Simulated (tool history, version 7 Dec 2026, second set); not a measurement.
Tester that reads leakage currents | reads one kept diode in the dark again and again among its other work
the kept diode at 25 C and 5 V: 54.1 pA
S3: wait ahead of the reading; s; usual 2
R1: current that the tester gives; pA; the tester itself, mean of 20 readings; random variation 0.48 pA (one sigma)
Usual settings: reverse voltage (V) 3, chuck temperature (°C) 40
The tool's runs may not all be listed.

{"run": 1, "hour": 0.0, "reverse voltage (V)": 3, "chuck temperature (°C)": 40, "S3": 2, "R1": 172.7}
{"run": 2, "hour": 122.3, "reverse voltage (V)": 1.37, "chuck temperature (°C)": 40, "S3": 2, "R1": 118.1}
{"run": 3, "hour": 215.9, "reverse voltage (V)": 2.32, "chuck temperature (°C)": 40, "S3": 2, "R1": 153.49}
{"hour": 227.9, "done": "chuck's temperature calibrated"}
{"run": 4, "hour": 311.2, "reverse voltage (V)": 2.32, "chuck temperature (°C)": 40, "S3": 1.85, "R1": 139.43}
{"run": 5, "hour": 385.6, "reverse voltage (V)": 3, "chuck temperature (°C)": 49, "S3": 2, "R1": 331.65}
{"run": 6, "hour": 502.5, "reverse voltage (V)": 3, "chuck temperature (°C)": 49, "S3": 2, "R1": 332.97}
{"run": 7, "hour": 616.1, "reverse voltage (V)": 5.58, "chuck temperature (°C)": 40, "S3": 2, "R1": 218.14}
{"run": 8, "hour": 676.6, "reverse voltage (V)": 12.34, "chuck temperature (°C)": 40, "S3": 2, "R1": 327.44}
{"run": 9, "hour": 781.6, "reverse voltage (V)": 3, "chuck temperature (°C)": 40, "S3": 1.52, "R1": 161.71}
{"run": 10, "hour": 911.9, "reverse voltage (V)": 3, "chuck temperature (°C)": 40, "S3": 2, "R1": 162.03}
{"run": 11, "hour": 1031.4, "reverse voltage (V)": 3, "chuck temperature (°C)": 40, "S3": 2, "R1": 163.44}
{"run": 12, "hour": 1120.2, "reverse voltage (V)": 3, "chuck temperature (°C)": 40, "S3": 2, "R1": 164.14}
{"run": 13, "hour": 1241.5, "reverse voltage (V)": 3, "chuck temperature (°C)": 40, "S3": 2, "R1": 165.13}
{"run": 14, "hour": 1354.8, "reverse voltage (V)": 3, "chuck temperature (°C)": 39, "S3": 2, "R1": 151.91}
{"run": 15, "hour": 1449.0, "reverse voltage (V)": 3, "chuck temperature (°C)": 39, "S3": 2, "R1": 152.48}
{"run": 16, "hour": 1579.6, "reverse voltage (V)": 3, "chuck temperature (°C)": 39, "S3": 2, "R1": 152.46}
{"run": 17, "hour": 1653.8, "reverse voltage (V)": 3, "chuck temperature (°C)": 31, "S3": 2, "R1": 78.4}
{"run": 18, "hour": 1753.7, "reverse voltage (V)": 3, "chuck temperature (°C)": 39, "S3": 4.19, "R1": 154.04}
{"run": 19, "hour": 1830.0, "reverse voltage (V)": 7.08, "chuck temperature (°C)": 57, "S3": 4.19, "R1": 981.09}
{"run": 20, "hour": 1971.3, "reverse voltage (V)": 4.86, "chuck temperature (°C)": 40, "S3": 2, "R1": 215.64}
{"run": 21, "hour": 2043.1, "reverse voltage (V)": 17.32, "chuck temperature (°C)": 46, "S3": 2, "R1": 663.63}

5 ways to go on from here, each from the tool as it stands after run 21. What would each give?
{"run": "A", "hour": 2175.3, "reverse voltage (V)": 5.41, "chuck temperature (°C)": 28, "S3": 7.12, "R1": "?"}
{"run": "B", "hour": 2175.3, "reverse voltage (V)": 5.29, "chuck temperature (°C)": 32, "S3": 5.61, "R1": "?"}
{"run": "C", "hour": 2175.3, "reverse voltage (V)": 1.17, "chuck temperature (°C)": 40, "S3": 1.01, "R1": "?"}
{"run": "D", "hour": 2175.3, "reverse voltage (V)": 15.68, "chuck temperature (°C)": 35, "S3": 2, "R1": "?"}
{"run": "E", "hour": 2175.3, "reverse voltage (V)": 1.02, "chuck temperature (°C)": 46, "S3": 5.57, "R1": "?"}

run=A R1=84.63
run=B R1=117.18
run=C R1=106.71
run=D R1=264.83
run=E R1=161.72
Without the tool's hidden state the same runs would have given:
run=A R1=74.66
run=B R1=105.76
run=C R1=100.29
run=D R1=235.75
run=E R1=153.04
